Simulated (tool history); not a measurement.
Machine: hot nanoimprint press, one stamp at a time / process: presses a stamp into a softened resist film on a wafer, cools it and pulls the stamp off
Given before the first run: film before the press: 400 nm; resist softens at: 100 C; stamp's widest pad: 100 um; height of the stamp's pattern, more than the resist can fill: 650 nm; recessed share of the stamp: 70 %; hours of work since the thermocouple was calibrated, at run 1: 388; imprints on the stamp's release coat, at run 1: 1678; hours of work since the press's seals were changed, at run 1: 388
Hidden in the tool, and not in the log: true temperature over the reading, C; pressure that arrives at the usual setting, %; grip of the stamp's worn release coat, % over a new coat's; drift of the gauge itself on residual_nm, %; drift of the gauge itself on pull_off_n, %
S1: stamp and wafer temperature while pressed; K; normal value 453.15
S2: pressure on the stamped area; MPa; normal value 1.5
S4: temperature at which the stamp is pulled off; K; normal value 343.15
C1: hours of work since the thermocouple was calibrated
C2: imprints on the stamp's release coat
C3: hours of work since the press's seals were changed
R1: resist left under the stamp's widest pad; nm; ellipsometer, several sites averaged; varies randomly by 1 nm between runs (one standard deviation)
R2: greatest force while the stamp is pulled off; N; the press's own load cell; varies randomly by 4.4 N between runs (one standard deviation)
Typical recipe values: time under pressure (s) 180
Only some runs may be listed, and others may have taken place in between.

run 1 day=0 | S1=453.15 S2=1.5 time_under_pressure_(s)=180 S4=343.15 | C1=388 C2=1678 C3=388 | R1=152.7 R2=345
-- day=0.583 stamp cleaned and given a new release coat
run 2 day=3.417 | S1=453.15 S2=1.5 time_under_pressure_(s)=180 S4=343.15 | C1=441 C2=165 C3=441 | R1=154.6 R2=234
run 3 day=6.083 | S1=453.15 S2=1.5 time_under_pressure_(s)=180 S4=343.15 | C1=485 C2=321 C3=485 | R1=155 R2=243
run 4 day=10.021 | S1=453.15 S2=1.5 time_under_pressure_(s)=180 S4=343.15 | C1=551 C2=550 C3=551 | R1=156 R2=237
-- day=11.158 press's hydraulic seals changed and the load cell set to zero
-- day=12.554 plate thermocouple calibrated
run 5 day=12.554 | S1=453.15 S2=1.5 time_under_pressure_(s)=180 S4=343.15 | C1=0 C2=671 C3=21 | R1=159 R2=262
run 6 day=16.733 | S1=453.15 S2=1.5 time_under_pressure_(s)=180 S4=343.15 | C1=70 C2=915 C3=91 | R1=160.5 R2=296
run 7 day=19.371 | S1=453.15 S2=1.5 time_under_pressure_(s)=180 S4=343.15 | C1=114 C2=1069 C3=135 | R1=162.2 R2=296
-- day=21.762 plate thermocouple calibrated, once more
run 8 day=23.183 | S1=453.15 S2=1.5 time_under_pressure_(s)=180 S4=343.15 | C1=24 C2=1284 C3=197 | R1=145.5 R2=288
run 9 day=26.646 | S1=453.15 S2=1.5 time_under_pressure_(s)=180 S4=343.15 | C1=82 C2=1486 C3=255 | R1=147.7 R2=311
run 10 day=28.638 | S1=453.15 S2=1.5 time_under_pressure_(s)=180 S4=343.15 | C1=115 C2=1602 C3=288 | R1=148.6 R2=321
-- day=30.479 stamp cleaned and given a new release coat
run 11 day=32.992 | S1=453.15 S2=1.5 time_under_pressure_(s)=180 S4=343.15 | C1=184 C2=146 C3=357 | R1=149.8 R2=216
run 12 day=35.279 | S1=453.15 S2=1.5 time_under_pressure_(s)=180 S4=343.15 | C1=222 C2=280 C3=395 | R1=147.8 R2=230
run 13 day=37.296 | S1=453.15 S2=1.65 time_under_pressure_(s)=180 S4=343.15 | C1=256 C2=397 C3=429 | R1=142 R2=249
run 14 day=40.025 | S1=452.15 S2=1.5 time_under_pressure_(s)=180 S4=343.15 | C1=301 C2=556 C3=474 | R1=157.8 R2=253
run 15 day=42.504 | S1=452.15 S2=1.5 time_under_pressure_(s)=180 S4=343.15 | C1=343 C2=701 C3=516 | R1=158.2 R2=258
run 16 day=45.05 | S1=444.15 S2=1.62 time_under_pressure_(s)=187 S4=343.15 | C1=385 C2=849 C3=558 | R1=205 R2=276
-- day=45.771 press's hydraulic seals changed and the load cell set to zero
run 17 day=48.429 | S1=453.15 S2=1.5 time_under_pressure_(s)=180 S4=343.15 | C1=436 C2=1027 C3=44 | R1=152.2 R2=282
run 18 day=50.225 | S1=446.15 S2=1.85 time_under_pressure_(s)=237 S4=329.15 | C1=466 C2=1131 C3=74 | R1=165.3 R2=365
run 19 day=52.908 | S1=446.15 S2=1.68 time_under_pressure_(s)=109 S4=337.15 | C1=511 C2=1288 C3=119 | R1=225.9 R2=322
run 20 day=55.662 | S1=453.15 S2=1.5 time_under_pressure_(s)=180 S4=331.15 | C1=557 C2=1449 C3=165 | R1=155.8 R2=373
-- day=57.521 plate thermocouple calibrated
run 21 day=59.642 | S1=453.15 S2=1.5 time_under_pressure_(s)=214 S4=343.15 | C1=35 C2=1673 C3=230 | R1=135.2 R2=332
-- day=60.162 stamp cleaned and given a new release coat
run 22 day=62.033 | S1=453.15 S2=1.5 time_under_pressure_(s)=214 S4=345.15 | C1=71 C2=109 C3=266 | R1=135.8 R2=218
run 23 day=65.108 | S1=453.15 S2=1.5 time_under_pressure_(s)=214 S4=345.15 | C1=123 C2=288 C3=317 | R1=137.9 R2=224
run 24 day=68.488 | S1=453.15 S2=1.5 time_under_pressure_(s)=157 S4=334.15 | C1=179 C2=485 C3=374 | R1=153.6 R2=283
run 25 day=70.55 | S1=453.15 S2=1.5 time_under_pressure_(s)=105 S4=343.15 | C1=214 C2=606 C3=408 | R1=183.6 R2=253

What will run 26 give?
run 26 day=72.454 | S1=456.15 S2=2.1 time_under_pressure_(s)=308 S4=344.15 | C1=246 C2=717 C3=440 | R1=? R2=?

Run 26 produced R1 89.7 nm, R2 259 N.
With no hidden state in the tool, this same run would have given R1 87.1 nm, R2 211 N.
